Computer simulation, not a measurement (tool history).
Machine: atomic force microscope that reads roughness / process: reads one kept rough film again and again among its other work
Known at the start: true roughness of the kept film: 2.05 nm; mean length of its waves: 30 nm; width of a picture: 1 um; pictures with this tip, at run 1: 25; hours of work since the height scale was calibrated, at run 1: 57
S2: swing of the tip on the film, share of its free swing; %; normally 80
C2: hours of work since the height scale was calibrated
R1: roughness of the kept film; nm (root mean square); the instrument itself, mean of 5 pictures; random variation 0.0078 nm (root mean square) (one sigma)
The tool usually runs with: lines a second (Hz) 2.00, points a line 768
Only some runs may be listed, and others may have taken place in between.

Run 1, hour 0.0: usual settings; pictures with this tip 25; C2 57. Result: R1 1.668 nm (root mean square).
Run 2, hour 8.7: usual settings; pictures with this tip 36; C2 64. Result: R1 1.687 nm (root mean square).
Run 3, hour 17.6: usual settings but lines a second (Hz) 0.75; pictures with this tip 48; C2 71. Result: R1 1.832 nm (root mean square).
Run 4, hour 24.5: usual settings but lines a second (Hz) 0.75; pictures with this tip 56; C2 76. Result: R1 1.846 nm (root mean square).
Run 5, hour 28.6: usual settings but lines a second (Hz) 0.75; pictures with this tip 62; C2 79. Result: R1 1.850 nm (root mean square).
Run 6, hour 35.6: usual settings but lines a second (Hz) 0.75; pictures with this tip 71; C2 84. Result: R1 1.852 nm (root mean square).
Run 7, hour 43.7: usual settings but S2 88 %; pictures with this tip 81; C2 91. Result: R1 1.597 nm (root mean square).
Run 8, hour 52.8: usual settings but S2 62 %; pictures with this tip 92; C2 98. Result: R1 1.839 nm (root mean square).
Run 9, hour 57.4: usual settings; pictures with this tip 98; C2 101. Result: R1 1.676 nm (root mean square).
Run 10, hour 63.6: usual settings; pictures with this tip 106; C2 106. Result: R1 1.677 nm (root mean square).
Run 11, hour 70.8: usual settings but points a line 521; pictures with this tip 115; C2 112. Result: R1 1.672 nm (root mean square).
Run 12, hour 76.6: usual settings but points a line 521; pictures with this tip 122; C2 116. Result: R1 1.667 nm (root mean square).
Run 13, hour 85.0: usual settings but points a line 521; pictures with this tip 133; C2 123. Result: R1 1.677 nm (root mean square).
Run 14, hour 92.8: usual settings but points a line 521; pictures with this tip 143; C2 129. Result: R1 1.669 nm (root mean square).
Run 15, hour 98.3: usual settings; pictures with this tip 150; C2 133. Result: R1 1.668 nm (root mean square).
Run 16, hour 103.7: usual settings but lines a second (Hz) 0.77, S2 74 %, points a line 380; pictures with this tip 156; C2 137. Result: R1 1.861 nm (root mean square).
Run 17, hour 109.2: usual settings but lines a second (Hz) 2.06, S2 61 %, points a line 665; pictures with this tip 164; C2 141. Result: R1 1.850 nm (root mean square).
Run 18, hour 115.9: usual settings but lines a second (Hz) 0.81, S2 55 %, points a line 688; pictures with this tip 172; C2 146. Result: R1 1.909 nm (root mean square).
Run 19, hour 121.8: usual settings but S2 88 %, points a line 280; pictures with this tip 179; C2 151. Result: R1 1.562 nm (root mean square).
Run 20, hour 129.0: usual settings but lines a second (Hz) 1.81, S2 88 %, points a line 611; pictures with this tip 189; C2 156. Result: R1 1.604 nm (root mean square).
Run 21, hour 135.4: usual settings but lines a second (Hz) 1.81, S2 88 %, points a line 611; pictures with this tip 197; C2 161. Result: R1 1.596 nm (root mean square).
Run 22, hour 141.8: usual settings but lines a second (Hz) 1.81, S2 88 %, points a line 611; pictures with this tip 205; C2 166. Result: R1 1.591 nm (root mean square).
Run 23, hour 147.7: usual settings but lines a second (Hz) 1.81, S2 88 %, points a line 611; pictures with this tip 212; C2 171. Result: R1 1.607 nm (root mean square).
Run 24, hour 153.2: usual settings but lines a second (Hz) 1.81, S2 88 %, points a line 611; pictures with this tip 219; C2 175. Result: R1 1.602 nm (root mean square).
Run 25, hour 162.2: usual settings but lines a second (Hz) 1.53, S2 65 %, points a line 258; pictures with this tip 231; C2 182. Result: R1 1.832 nm (root mean square).
Run 26, hour 170.5: usual settings but lines a second (Hz) 1.53, S2 65 %, points a line 258; pictures with this tip 241; C2 188. Result: R1 1.829 nm (root mean square).
At hour 173.5: new tip fitted.
Run 27, hour 179.1: usual settings but lines a second (Hz) 0.55; pictures with this tip 7; C2 195. Result: R1 1.869 nm (root mean square).
Run 28, hour 185.8: usual settings but lines a second (Hz) 0.55; pictures with this tip 16; C2 200. Result: R1 1.872 nm (root mean square).
Run 29, hour 192.3: usual settings but lines a second (Hz) 1.02, S2 71 %; pictures with this tip 24; C2 205. Result: R1 1.853 nm (root mean square).
Run 30, hour 197.1: usual settings but lines a second (Hz) 2.28, S2 59 %, points a line 810; pictures with this tip 30; C2 208. Result: R1 1.864 nm (root mean square).

What differs in the tool's unlogged condition from the final listed run ahead of each entry between runs to the first listed run following it?
Between runs 26 and 27: new tip fitted (hour 173.5)
  radius of the tip, nm: 5.4 -> 5
